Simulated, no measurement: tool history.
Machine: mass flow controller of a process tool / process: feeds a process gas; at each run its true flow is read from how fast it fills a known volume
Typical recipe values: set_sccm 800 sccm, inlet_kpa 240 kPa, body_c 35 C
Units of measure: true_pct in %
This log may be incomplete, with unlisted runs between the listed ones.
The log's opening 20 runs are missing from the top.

run	hour	set_sccm	inlet_kpa	body_c	true_pct
21	4756.0	800	240	25	99.99
22	4978.5	800	240	35	99.44
23	5278.1	622	240	35	99.55
24	5431.5	800	240	35	99.40
25	5628.7	141	240	35	103.67
26	5786.1	141	240	35	103.95
27	6091.1	141	240	35	104.25
28	6241.0	258	226	38	101.24
29	6563.2	861	173	22	99.84
# hour 6588.5: controller's zero set anew
30	6762.0	861	173	22	100.13
31	6990.2	195	157	35	103.49
32	7327.7	698	160	28	99.92
33	7610.0	698	160	28	99.85
# hour 7932.5: controller's zero set anew, once more
34	7942.3	800	164	35	97.99
35	8109.5	653	159	20	98.57
36	8407.4	813	148	30	98.19

Run 37 is up next; what results do you expect?
37	8550.5	362	275	34	?

{"run 37": {"true_pct": 98.09}}
The same run, on a tool lacking any hidden state, would have yielded true_pct 99.33 %.

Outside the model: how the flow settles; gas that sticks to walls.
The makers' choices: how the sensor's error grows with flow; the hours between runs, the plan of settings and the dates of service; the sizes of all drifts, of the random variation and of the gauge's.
